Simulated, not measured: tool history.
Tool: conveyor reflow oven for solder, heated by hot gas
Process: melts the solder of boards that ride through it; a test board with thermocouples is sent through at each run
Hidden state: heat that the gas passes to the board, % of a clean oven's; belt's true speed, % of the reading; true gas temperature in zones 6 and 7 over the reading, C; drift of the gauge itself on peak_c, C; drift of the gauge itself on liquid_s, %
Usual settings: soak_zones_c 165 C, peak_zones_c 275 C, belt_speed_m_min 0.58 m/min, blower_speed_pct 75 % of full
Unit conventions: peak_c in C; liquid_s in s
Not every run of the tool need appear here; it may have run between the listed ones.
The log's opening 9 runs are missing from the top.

run   hour  soak_zones_c  peak_zones_c  belt_speed_m_min  blower_speed_pct  hours of work since the flux was cleaned out  hours of work since the belt drive was overhauled  hours of work since the thermocouples were changed  peak_c  liquid_s
 10  246.8           163           275              0.58                75                                            95                                                928                                                 521   254.3        59
 11  270.5           163           275              0.58                75                                           113                                                946                                                 539   254.9      59.1
 12  285.2           163           275              0.58                75                                           124                                                957                                                 550   254.5      58.7
 13  302.6           163           275              0.58                75                                           137                                                970                                                 563   254.4      58.8
 14  319.4           165           275              0.58                75                                           150                                                982                                                 576   255.2      60.1
 15  333.8           165           275              0.58                75                                           160                                                993                                                 586   254.9      60.3
     355.3  -- belt drive overhauled, speed set with a stopwatch
 16  366.5           165           275              0.58                75                                           182                                                  8                                                 608   254.8      59.9
 17  393.8           165           271             0.637                75                                           202                                                 29                                                 628   248.4      48.1
 18  420.6           176           271             0.552                75                                           222                                                 49                                                 648   255.3      67.8
 19  439.9           171           287             0.573                60                                           237                                                 63                                                 663   259.8      64.8
 20  455.1           165           263             0.616                82                                           248                                                 75                                                 674     245      48.7
 21  476.4           165           263             0.616                82                                           264                                                 91                                                 690   245.2      48.5

Predict the results of run 22:
 22  491.9           171           275              0.63                66                                           276                                                102                                                 702       ?         ?

{"run 22": {"peak_c": 248.5, "liquid_s": 50.9}}
On a tool with no hidden condition, and with the same random variation, this run would have come out at peak_c 248.5 C, liquid_s 51 s.
